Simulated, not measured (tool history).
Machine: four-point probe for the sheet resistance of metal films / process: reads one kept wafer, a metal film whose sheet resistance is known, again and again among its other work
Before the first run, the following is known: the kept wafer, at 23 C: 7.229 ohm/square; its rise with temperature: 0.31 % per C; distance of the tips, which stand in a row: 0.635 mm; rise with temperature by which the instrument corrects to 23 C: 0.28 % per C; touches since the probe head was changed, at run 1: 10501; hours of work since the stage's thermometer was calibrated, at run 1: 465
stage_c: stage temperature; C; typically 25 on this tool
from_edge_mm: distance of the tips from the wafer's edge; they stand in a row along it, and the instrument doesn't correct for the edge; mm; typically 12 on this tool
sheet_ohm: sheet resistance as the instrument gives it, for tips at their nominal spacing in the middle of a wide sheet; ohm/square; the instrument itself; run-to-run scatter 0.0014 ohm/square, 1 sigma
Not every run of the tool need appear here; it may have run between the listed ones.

run	hour	stage_c	from_edge_mm	touches since the probe head was changed	hours of work since the stage's thermometer was calibrated	sheet_ohm
1	0	25	12	10501	465	7.209856
2	18.7	25	12	11220	476	7.211736
3	46.8	25	12	12302	492	7.210214
4	64.6	25	12	12989	503	7.209173
5	93.9	25	12	14114	520	7.20746
6	119	25	12	15079	534	7.206663
7	137.5	25	12	15791	545	7.206715
8	166.3	25	12	16903	562	7.203325
9	188	25	12	17735	574	7.202521
10	216.6	30	12	18836	591	7.213895
11	243.3	30	12	19863	607	7.212788
12	272.6	30	12	20992	624	7.213809
13	290.1	30	12	21666	634	7.215124
14	309.2	25	12	22399	645	7.198926
15	333.5	25	12	23335	659	7.197999
16	349.3	25	12	23945	669	7.19849
17	361.8	25	12	24423	676	7.201189
18	387.2	25	12	25404	691	7.198125
19	413.7	25	12	26423	706	7.198109
20	431.4	25	12	27103	716	7.194366
21	454.8	25	12	28004	730	7.198349
22	467	25	12	28474	737	7.198639
23	485.3	25	23	29177	748	7.188567
24	511	25	23	30166	763	7.188559
25	530.6	31	10	30921	774	7.212682
26	551.5	25	7	31727	786	7.214884
27	567.2	19	32	32330	796	7.16825
28	581	33	48	32862	804	7.200376
29	597.3	25	3	33486	813	7.350055
30	616.7	25	3	34233	824	7.350565
31	629.2	25	3	34716	832	7.348853
32	642.4	29	20	35225	839	7.192855
33	671.8	29	20	36354	856	7.190241
34	691.5	29	20	37114	868	7.190201
35	708.5	29	20	37768	878	7.192736
36	729.5	29	20	38577	890	7.191789
37	758	34	44	39672	907	7.197259
38	773.2	34	44	40258	916	7.197515
39	792.4	19	56	40997	927	7.162003
40	821.4	19	56	42112	944	7.160017
41	843.4	22	33	42957	956	7.168487
42	869.7	22	33	43972	972	7.16536
43	886.3	21	3	44609	982	7.335465
44	901.9	19	53	45211	991	7.161002
45	922.6	25	12	46008	1003	7.182875

Predict each of these 4 candidate next runs independently; none follows another, all start after run 45:
A	936.8	24	7	46555	1011	?
B	936.8	22	4	46555	1011	?
C	936.8	25	5	46555	1011	?
D	936.8	30	5	46555	1011	?

run	sheet_ohm
A	7.202948
B	7.259276
C	7.233208
D	7.245775
With the hidden condition removed and each run's random variation left untouched, the same runs would have given:
run	sheet_ohm
A	7.265511
B	7.322319
C	7.295998
D	7.308596
